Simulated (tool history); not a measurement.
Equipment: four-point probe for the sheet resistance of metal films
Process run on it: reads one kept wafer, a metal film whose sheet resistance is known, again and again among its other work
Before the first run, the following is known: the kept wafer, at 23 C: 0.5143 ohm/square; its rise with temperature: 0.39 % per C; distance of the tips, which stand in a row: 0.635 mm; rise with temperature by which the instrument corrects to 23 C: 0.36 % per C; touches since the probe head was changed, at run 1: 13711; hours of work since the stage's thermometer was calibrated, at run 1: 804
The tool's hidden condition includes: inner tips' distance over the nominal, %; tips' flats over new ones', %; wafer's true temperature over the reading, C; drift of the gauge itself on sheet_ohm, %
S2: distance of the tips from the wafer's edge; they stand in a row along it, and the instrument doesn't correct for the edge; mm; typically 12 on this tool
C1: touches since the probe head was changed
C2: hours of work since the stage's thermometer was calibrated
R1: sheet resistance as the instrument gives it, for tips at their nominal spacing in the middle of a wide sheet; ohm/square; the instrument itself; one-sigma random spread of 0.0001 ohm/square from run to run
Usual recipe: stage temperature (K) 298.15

run 1 hour=0.0 | stage_temperature_(K)=298.15 S2=12 | C1=13711 C2=804 | R1=0.515214
run 2 hour=72.0 | stage_temperature_(K)=298.15 S2=12 | C1=15963 C2=840 | R1=0.515428
run 3 hour=132.7 | stage_temperature_(K)=298.15 S2=12 | C1=17858 C2=870 | R1=0.515310
run 4 hour=197.8 | stage_temperature_(K)=298.15 S2=12 | C1=19893 C2=902 | R1=0.515313
run 5 hour=248.5 | stage_temperature_(K)=298.15 S2=12 | C1=21479 C2=927 | R1=0.515390
run 6 hour=293.4 | stage_temperature_(K)=298.15 S2=26 | C1=22883 C2=949 | R1=0.514694
run 7 hour=358.5 | stage_temperature_(K)=298.15 S2=12 | C1=24917 C2=981 | R1=0.515197
run 8 hour=437.2 | stage_temperature_(K)=298.15 S2=12 | C1=27378 C2=1020 | R1=0.515324
run 9 hour=512.0 | stage_temperature_(K)=301.15 S2=12 | C1=29716 C2=1057 | R1=0.515781
run 10 hour=556.3 | stage_temperature_(K)=301.15 S2=12 | C1=31101 C2=1079 | R1=0.515660
run 11 hour=622.5 | stage_temperature_(K)=301.15 S2=12 | C1=33170 C2=1111 | R1=0.515587
run 12 hour=700.1 | stage_temperature_(K)=298.15 S2=12 | C1=35595 C2=1149 | R1=0.515333
run 13 hour=760.4 | stage_temperature_(K)=294.15 S2=44 | C1=37481 C2=1179 | R1=0.513973
run 14 hour=805.5 | stage_temperature_(K)=298.15 S2=13 | C1=38890 C2=1201 | R1=0.515135
run 15 hour=849.0 | stage_temperature_(K)=298.15 S2=39 | C1=40250 C2=1223 | R1=0.514445
run 16 hour=903.6 | stage_temperature_(K)=296.15 S2=5 | C1=41957 C2=1250 | R1=0.518879
run 17 hour=956.6 | stage_temperature_(K)=298.15 S2=7 | C1=43613 C2=1276 | R1=0.516799
run 18 hour=993.8 | stage_temperature_(K)=291.15 S2=14 | C1=44776 C2=1294 | R1=0.514306
run 19 hour=1034.8 | stage_temperature_(K)=298.15 S2=11 | C1=46059 C2=1315 | R1=0.515567
run 20 hour=1070.0 | stage_temperature_(K)=297.15 S2=13 | C1=47160 C2=1332 | R1=0.515160
-- hour=1100.3 stage's thermometer calibrated
run 21 hour=1130.0 | stage_temperature_(K)=294.15 S2=13 | C1=49018 C2=15 | R1=0.514551
run 22 hour=1185.0 | stage_temperature_(K)=294.15 S2=13 | C1=50737 C2=42 | R1=0.514589
run 23 hour=1254.0 | stage_temperature_(K)=298.15 S2=12 | C1=52894 C2=76 | R1=0.515393

What differs in the tool's unlogged condition from the final listed run ahead of each entry between runs to the first listed run following it?
Logged between run 20 and run 21: stage's thermometer calibrated (hour 1100.3)
  the hidden state is the same at both runs

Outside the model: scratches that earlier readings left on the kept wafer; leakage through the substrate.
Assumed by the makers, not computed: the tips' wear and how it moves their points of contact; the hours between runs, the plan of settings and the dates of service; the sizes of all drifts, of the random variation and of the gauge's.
